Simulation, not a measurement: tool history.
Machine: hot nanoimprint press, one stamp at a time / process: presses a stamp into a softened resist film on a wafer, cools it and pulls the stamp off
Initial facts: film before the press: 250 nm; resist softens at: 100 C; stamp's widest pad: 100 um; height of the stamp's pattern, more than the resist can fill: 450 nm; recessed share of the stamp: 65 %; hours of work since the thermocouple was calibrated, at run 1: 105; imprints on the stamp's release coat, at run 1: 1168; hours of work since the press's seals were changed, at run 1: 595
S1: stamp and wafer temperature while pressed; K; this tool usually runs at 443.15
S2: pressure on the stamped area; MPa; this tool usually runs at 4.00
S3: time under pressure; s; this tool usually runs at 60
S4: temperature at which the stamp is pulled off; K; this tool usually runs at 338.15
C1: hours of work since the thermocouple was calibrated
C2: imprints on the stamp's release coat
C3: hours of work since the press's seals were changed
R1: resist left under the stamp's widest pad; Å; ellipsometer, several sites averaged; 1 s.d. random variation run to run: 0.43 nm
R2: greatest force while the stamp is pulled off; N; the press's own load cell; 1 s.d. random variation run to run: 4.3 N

Run 1, day 0.000: usual settings; C1 105; C2 1168; C3 595. Result: R1 988 Å, R2 210 N.
At day 2.312: stamp cleaned and given a new release coat.
Run 2, day 2.600: usual settings; C1 147; C2 30; C3 637. Result: R1 989 Å, R2 217 N.
Run 3, day 4.183: usual settings; C1 175; C2 198; C3 665. Result: R1 999 Å, R2 207 N.
Run 4, day 6.042: usual settings but S4 335.15 K; C1 208; C2 396; C3 698. Result: R1 992 Å, R2 220 N.
Run 5, day 7.617: usual settings but S4 335.15 K; C1 236; C2 562; C3 726. Result: R1 1002 Å, R2 236 N.
Run 6, day 8.675: usual settings but S4 335.15 K; C1 254; C2 674; C3 744. Result: R1 993 Å, R2 224 N.
Run 7, day 10.300: usual settings but S3 48 s; C1 283; C2 847; C3 773. Result: R1 1084 Å, R2 209 N.
Run 8, day 11.625: usual settings but S1 454.15 K, S3 48 s; C1 307; C2 987; C3 797. Result: R1 738 Å, R2 213 N.
Run 9, day 13.962: usual settings but S1 454.15 K, S3 48 s; C1 348; C2 1235; C3 838. Result: R1 742 Å, R2 215 N.
At day 14.438: plate thermocouple calibrated.
At day 15.742: stamp cleaned and given a new release coat.
Run 10, day 16.288: usual settings but S1 454.15 K, S3 48 s; C1 28; C2 58; C3 873. Result: R1 735 Å, R2 216 N.
Run 11, day 17.604: usual settings but S1 454.15 K, S3 48 s; C1 52; C2 197; C3 896. Result: R1 741 Å, R2 213 N.
Run 12, day 19.783: usual settings but S1 454.15 K, S3 48 s; C1 90; C2 429; C3 935. Result: R1 740 Å, R2 203 N.
Run 13, day 20.854: usual settings but S1 454.15 K, S3 90 s; C1 109; C2 542; C3 954. Result: R1 572 Å, R2 207 N.
Run 14, day 23.125: usual settings but S1 454.15 K, S3 90 s; C1 150; C2 783; C3 994. Result: R1 569 Å, R2 208 N.
Run 15, day 25.238: usual settings but S1 454.15 K, S3 90 s; C1 187; C2 1007; C3 1031. Result: R1 575 Å, R2 209 N.
At day 26.671: press's hydraulic seals changed and the load cell set to zero.
Run 16, day 27.683: usual settings but S3 53 s, S4 333.15 K; C1 224; C2 1231; C3 18. Result: R1 1042 Å, R2 243 N.
At day 29.350: stamp cleaned and given a new release coat.
Run 17, day 30.208: usual settings but S3 75 s, S4 325.15 K; C1 265; C2 91; C3 58. Result: R1 913 Å, R2 270 N.
Run 18, day 32.162: usual settings but S1 440.15 K, S2 5.38 MPa, S3 63 s, S4 346.15 K; C1 299; C2 298; C3 93. Result: R1 936 Å, R2 164 N.
Run 19, day 33.975: usual settings but S1 449.15 K, S2 4.50 MPa, S3 63 s, S4 337.15 K; C1 332; C2 490; C3 125. Result: R1 737 Å, R2 219 N.
At day 35.242: plate thermocouple calibrated.
Run 20, day 35.242: usual settings but S1 449.15 K, S2 4.50 MPa, S3 63 s, S4 337.15 K; C1 0; C2 611; C3 145. Result: R1 746 Å, R2 214 N.
Run 21, day 37.071: usual settings but S1 451.15 K; C1 32; C2 805; C3 178. Result: R1 744 Å, R2 207 N.
Run 22, day 39.217: usual settings but S1 451.15 K, S3 47 s, S4 341.15 K; C1 70; C2 1032; C3 216. Result: R1 823 Å, R2 193 N.
Run 23, day 41.317: usual settings but S1 451.15 K, S3 44 s, S4 341.15 K; C1 108; C2 1255; C3 253. Result: R1 841 Å, R2 199 N.

Forecast run 24:
At day 42.738: stamp cleaned and given a new release coat.
Run 24, day 43.100: usual settings but S3 31 s; C1 135; C2 39; C3 280. Result: R1 ?, R2 ?.

R1: 1271 Å
R2: 211 N
Take away the tool's hidden state, keep the run-to-run variation as it was, and the same run would have given R1 1269 Å, R2 211 N.

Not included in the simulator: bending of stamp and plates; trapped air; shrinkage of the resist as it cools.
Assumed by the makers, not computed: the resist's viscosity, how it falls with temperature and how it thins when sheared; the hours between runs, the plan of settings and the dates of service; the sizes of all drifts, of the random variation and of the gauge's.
